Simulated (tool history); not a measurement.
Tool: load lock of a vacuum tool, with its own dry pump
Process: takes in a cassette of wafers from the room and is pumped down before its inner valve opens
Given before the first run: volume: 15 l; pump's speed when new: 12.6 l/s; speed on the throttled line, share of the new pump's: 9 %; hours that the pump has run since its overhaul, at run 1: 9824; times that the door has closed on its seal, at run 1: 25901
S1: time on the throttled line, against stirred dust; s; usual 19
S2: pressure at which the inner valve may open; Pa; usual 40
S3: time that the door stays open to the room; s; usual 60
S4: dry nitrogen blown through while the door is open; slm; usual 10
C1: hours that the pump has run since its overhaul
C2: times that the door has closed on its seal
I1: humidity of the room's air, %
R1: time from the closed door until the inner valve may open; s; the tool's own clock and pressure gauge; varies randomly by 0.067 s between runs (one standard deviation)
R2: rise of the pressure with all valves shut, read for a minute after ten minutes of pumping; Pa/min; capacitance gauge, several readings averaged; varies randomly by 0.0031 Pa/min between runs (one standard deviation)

Run 1, hour 0.0: usual settings; C1 9824; C2 25901; I1 43.1. Result: R1 27.24 s, R2 0.104 Pa/min.
Run 2, hour 289.4: usual settings; C1 10114; C2 26360; I1 44.7. Result: R1 26.99 s, R2 0.108 Pa/min.
Run 3, hour 491.0: usual settings; C1 10315; C2 26679; I1 45.4. Result: R1 27.09 s, R2 0.109 Pa/min.
Run 4, hour 766.6: usual settings; C1 10591; C2 27116; I1 43.9. Result: R1 27.21 s, R2 0.105 Pa/min.
Run 5, hour 924.5: usual settings; C1 10749; C2 27366; I1 48.3. Result: R1 27.05 s, R2 0.114 Pa/min.
Run 6, hour 1214.9: usual settings; C1 11039; C2 27826; I1 46.3. Result: R1 27.23 s, R2 0.114 Pa/min.
Run 7, hour 1403.4: usual settings but S3 77 s; C1 11228; C2 28125; I1 45.1. Result: R1 27.28 s, R2 0.121 Pa/min.
Run 8, hour 1556.9: usual settings; C1 11381; C2 28368; I1 43.4. Result: R1 27.30 s, R2 0.113 Pa/min.
Run 9, hour 1837.0: usual settings; C1 11661; C2 28812; I1 47.8. Result: R1 27.18 s, R2 0.117 Pa/min.
Run 10, hour 2042.7: usual settings; C1 11867; C2 29138; I1 44.4. Result: R1 27.25 s, R2 0.114 Pa/min.
Run 11, hour 2385.2: usual settings; C1 12209; C2 29681; I1 45.8. Result: R1 27.24 s, R2 0.120 Pa/min.
Run 12, hour 2660.5: usual settings; C1 12485; C2 30117; I1 45.2. Result: R1 27.26 s, R2 0.113 Pa/min.
Run 13, hour 2910.6: usual settings; C1 12735; C2 30513; I1 43.9. Result: R1 27.35 s, R2 0.117 Pa/min.
Run 14, hour 3160.0: usual settings; C1 12984; C2 30909; I1 42.0. Result: R1 27.26 s, R2 0.106 Pa/min.
Run 15, hour 3487.1: usual settings but S3 27 s; C1 13311; C2 31427; I1 47.5. Result: R1 27.33 s, R2 0.090 Pa/min.
Run 16, hour 3811.9: usual settings but S4 4 slm; C1 13636; C2 31942; I1 44.0. Result: R1 27.32 s, R2 0.131 Pa/min.
Run 17, hour 4057.7: usual settings but S1 21 s, S4 4 slm; C1 13882; C2 32331; I1 45.9. Result: R1 29.19 s, R2 0.145 Pa/min.
Run 18, hour 4240.1: usual settings but S1 21 s, S4 4 slm; C1 14064; C2 32620; I1 44.1. Result: R1 29.12 s, R2 0.143 Pa/min.
Run 19, hour 4597.3: usual settings; C1 14421; C2 33186; I1 44.6. Result: R1 27.43 s, R2 0.119 Pa/min.
Run 20, hour 4919.3: usual settings but S1 12 s, S2 35 Pa, S4 33 slm; C1 14743; C2 33696; I1 46.7. Result: R1 21.22 s, R2 0.093 Pa/min.
Run 21, hour 5288.8: usual settings but S1 37 s, S2 35 Pa, S3 202 s, S4 33 slm; C1 15113; C2 34282; I1 45.8. Result: R1 43.91 s, R2 0.147 Pa/min.
Run 22, hour 5512.5: usual settings but S4 33 slm; C1 15337; C2 34636; I1 47.0. Result: R1 27.40 s, R2 0.094 Pa/min.
Run 23, hour 5864.0: usual settings but S4 11 slm; C1 15688; C2 35193; I1 45.7. Result: R1 27.40 s, R2 0.128 Pa/min.
Run 24, hour 6210.0: usual settings but S1 23 s, S2 36 Pa, S3 45 s, S4 6 slm; C1 16034; C2 35742; I1 47.5. Result: R1 31.40 s, R2 0.125 Pa/min.
Run 25, hour 6545.6: usual settings but S1 23 s, S2 38 Pa, S3 46 s, S4 19 slm; C1 16370; C2 36274; I1 46.2. Result: R1 31.13 s, R2 0.107 Pa/min.
Run 26, hour 6890.4: usual settings but S1 23 s, S2 38 Pa, S3 46 s, S4 19 slm; C1 16715; C2 36820; I1 41.4. Result: R1 31.26 s, R2 0.100 Pa/min.
Run 27, hour 7118.5: usual settings but S1 12 s, S3 44 s, S4 8 slm; C1 16943; C2 37181; I1 43.1. Result: R1 21.07 s, R2 0.115 Pa/min.
Run 28, hour 7324.4: usual settings but S1 15 s, S2 56 Pa, S3 26 s, S4 30 slm; C1 17149; C2 37508; I1 45.4. Result: R1 23.58 s, R2 0.085 Pa/min.
Run 29, hour 7555.3: usual settings but S1 15 s, S2 56 Pa, S3 26 s, S4 30 slm; C1 17379; C2 37874; I1 44.0. Result: R1 23.53 s, R2 0.081 Pa/min.
Run 30, hour 7856.4: usual settings but S1 35 s, S2 46 Pa, S3 124 s; C1 17681; C2 38351; I1 44.4. Result: R1 41.82 s, R2 0.176 Pa/min.
Run 31, hour 8184.1: usual settings but S1 28 s, S2 73 Pa, S3 137 s, S4 22 slm; C1 18008; C2 38870; I1 42.6. Result: R1 34.94 s, R2 0.143 Pa/min.
Run 32, hour 8414.3: usual settings but S1 33 s, S3 168 s; C1 18239; C2 39235; I1 44.9. Result: R1 40.10 s, R2 0.206 Pa/min.
Run 33, hour 8714.6: usual settings but S1 33 s, S3 168 s; C1 18539; C2 39711; I1 42.9. Result: R1 40.26 s, R2 0.206 Pa/min.
Run 34, hour 8984.3: usual settings but S2 33 Pa, S3 211 s, S4 14 slm; C1 18808; C2 40138; I1 45.1. Result: R1 27.81 s, R2 0.210 Pa/min.
Run 35, hour 9277.4: usual settings but S1 29 s, S2 68 Pa; C1 19102; C2 40602; I1 46.0. Result: R1 35.86 s, R2 0.138 Pa/min.
Run 36, hour 9641.5: usual settings but S1 29 s, S2 59 Pa; C1 19466; C2 41179; I1 43.1. Result: R1 36.20 s, R2 0.132 Pa/min.
Run 37, hour 10010.8: usual settings but S1 32 s; C1 19835; C2 41765; I1 45.2. Result: R1 39.25 s, R2 0.140 Pa/min.

Each row is a separate what-if for the run after 37, all from the same tool condition, not one after another. Results?
Run A, hour 10347.4: usual settings but S1 25 s, S2 77 Pa, S3 64 s; C1 20172; C2 42298; I1 50.7. Result: R1 ?, R2 ?.
Run B, hour 10347.4: usual settings but S1 22 s, S2 66 Pa, S4 12 slm; C1 20172; C2 42298; I1 43.4. Result: R1 ?, R2 ?.
Run C, hour 10347.4: usual settings but S4 7 slm; C1 20172; C2 42298; I1 41.3. Result: R1 ?, R2 ?.

run     R1     R2
  A  32.25  0.148
  B  29.68  0.126
  C  27.85  0.143
With the hidden condition removed and each run's random variation left untouched, the same runs would have given:
run     R1     R2
  A  31.36  0.083
  B  28.73  0.062
  C  26.77  0.078

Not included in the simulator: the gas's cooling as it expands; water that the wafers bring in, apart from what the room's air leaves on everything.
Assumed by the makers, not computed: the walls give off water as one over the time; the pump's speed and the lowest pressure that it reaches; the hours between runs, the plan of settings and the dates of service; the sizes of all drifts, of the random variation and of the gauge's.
